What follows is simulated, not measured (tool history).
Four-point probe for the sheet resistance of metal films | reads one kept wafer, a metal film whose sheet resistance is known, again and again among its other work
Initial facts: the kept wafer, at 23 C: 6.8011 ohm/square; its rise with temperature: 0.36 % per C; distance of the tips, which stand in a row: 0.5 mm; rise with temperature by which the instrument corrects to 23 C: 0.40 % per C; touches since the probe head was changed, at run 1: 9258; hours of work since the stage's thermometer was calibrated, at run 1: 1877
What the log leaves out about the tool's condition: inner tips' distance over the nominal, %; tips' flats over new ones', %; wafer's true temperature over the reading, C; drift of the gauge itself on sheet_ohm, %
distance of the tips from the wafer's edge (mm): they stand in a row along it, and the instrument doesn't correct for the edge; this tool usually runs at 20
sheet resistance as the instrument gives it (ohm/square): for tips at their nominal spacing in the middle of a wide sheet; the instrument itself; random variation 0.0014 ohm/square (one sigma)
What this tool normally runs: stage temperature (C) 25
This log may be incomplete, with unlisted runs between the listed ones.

run     day  stage temperature (C)  distance of the tips from the wafer's edge (mm)  touches since the probe head was changed  hours of work since the stage's thermometer was calibrated  sheet resistance as the instrument gives it (ohm/square)
  1       0                     25                                               20                                      9258                                                        1877                                                  6.830008
  2   0.833                     25                                               20                                      9932                                                        1892                                                  6.831816
  3   1.967                     25                                               20                                     10847                                                        1913                                                  6.831438
  4   2.867                     25                                               20                                     11576                                                        1930                                                  6.833599
  5   4.121                     25                                               20                                     12590                                                        1952                                                  6.828109
  6   4.804                     25                                               20                                     13142                                                        1965                                                  6.828979
  7   5.838                     25                                               20                                     13976                                                        1984                                                  6.829176
  8   7.404                     25                                               20                                     15243                                                        2012                                                  6.830761
  9     8.4                     25                                               20                                     16049                                                        2031                                                  6.831044
 10     9.7                     25                                               20                                     17101                                                        2054                                                  6.828907
 11   10.45                     25                                               20                                     17705                                                        2068                                                  6.829747
 12  11.362                     25                                               20                                     18443                                                        2085                                                  6.830454
 13  12.458                     25                                               20                                     19329                                                        2105                                                  6.829928
 14  13.946                     22                                               20                                     20533                                                        2132                                                  6.842092
 15  14.779                     27                                               20                                     21205                                                        2147                                                  6.824336
 16  16.012                     27                                               20                                     22204                                                        2170                                                  6.822137
 17  16.875                     27                                               20                                     22901                                                        2185                                                  6.822857
 18  18.296                     27                                               20                                     24050                                                        2211                                                  6.823242
 19  19.558                     25                                                4                                     25070                                                        2234                                                  6.883111
 20  20.358                     25                                               23                                     25717                                                        2249                                                   6.82891
 21  21.854                     25                                               23                                     26928                                                        2276                                                  6.829415
 22  23.379                     25                                               20                                     28161                                                        2304                                                  6.827625
 23  24.729                     25                                               20                                     29252                                                        2329                                                    6.8272
 24  25.579                     21                                               20                                     29938                                                        2344                                                  6.840567
 25    27.1                     21                                               20                                     31169                                                        2372                                                  6.841314
 26  28.696                     22                                                3                                     32458                                                        2401                                                  6.937234
 27  29.479                     28                                                3                                     33093                                                        2416                                                   6.91637
 28  30.208                     25                                               32                                     33683                                                        2429                                                  6.825314
 29  31.696                     24                                               33                                     34886                                                        2456                                                  6.831345
 30  32.971                     24                                               13                                     35915                                                        2479                                                   6.83233
 31    34.5                     20                                               18                                     37152                                                        2507                                                  6.846295
 32  35.617                     19                                               19                                     38053                                                        2528                                                  6.851107
 33  36.933                     23                                               40                                     39119                                                        2552                                                  6.833178
     37.075  -- stage's thermometer calibrated
 34  37.667                     18                                               42                                     39696                                                          11                                                   6.83058
 35   38.55                     18                                               42                                     40410                                                          27                                                  6.828521
 36  39.617                     25                                               49                                     41273                                                          46                                                  6.806344
 37  40.462                     34                                               24                                     41957                                                          62                                                  6.777212
 38    41.7                     30                                               53                                     42956                                                          84                                                  6.787971
 39  42.958                     25                                               10                                     43972                                                         107                                                  6.812484
 40  43.983                     25                                                4                                     44802                                                         126                                                   6.86101
 41  45.454                     22                                                5                                     45992                                                         153                                                  6.850825
 42  47.062                     22                                               35                                     47292                                                         182                                                  6.814977
 43  48.542                     22                                               35                                     48487                                                         209                                                  6.815555
 44  49.296                     22                                               35                                     49098                                                         223                                                  6.815714
 45  50.808                     22                                               35                                     50322                                                         251                                                  6.815693
 46  52.267                     22                                               35                                     51499                                                         277                                                  6.812525

3 options for the next run, each taken on its own from the tool as it stands now. Forecast them:
  A  53.85                     28                                               20                                     52781                                                         306                                                         ?
  B  53.85                     22                                               20                                     52781                                                         306                                                         ?
  C  53.85                     27                                               22                                     52781                                                         306                                                         ?

run  sheet resistance as the instrument gives it (ohm/square)
  A                                                  6.794484
  B                                                   6.81835
  C                                                  6.797893
Stripped of hidden state, with their random variation kept, the same runs would have yielded:
run  sheet resistance as the instrument gives it (ohm/square)
  A                                                  6.785648
  B                                                  6.809458
  C                                                  6.789048
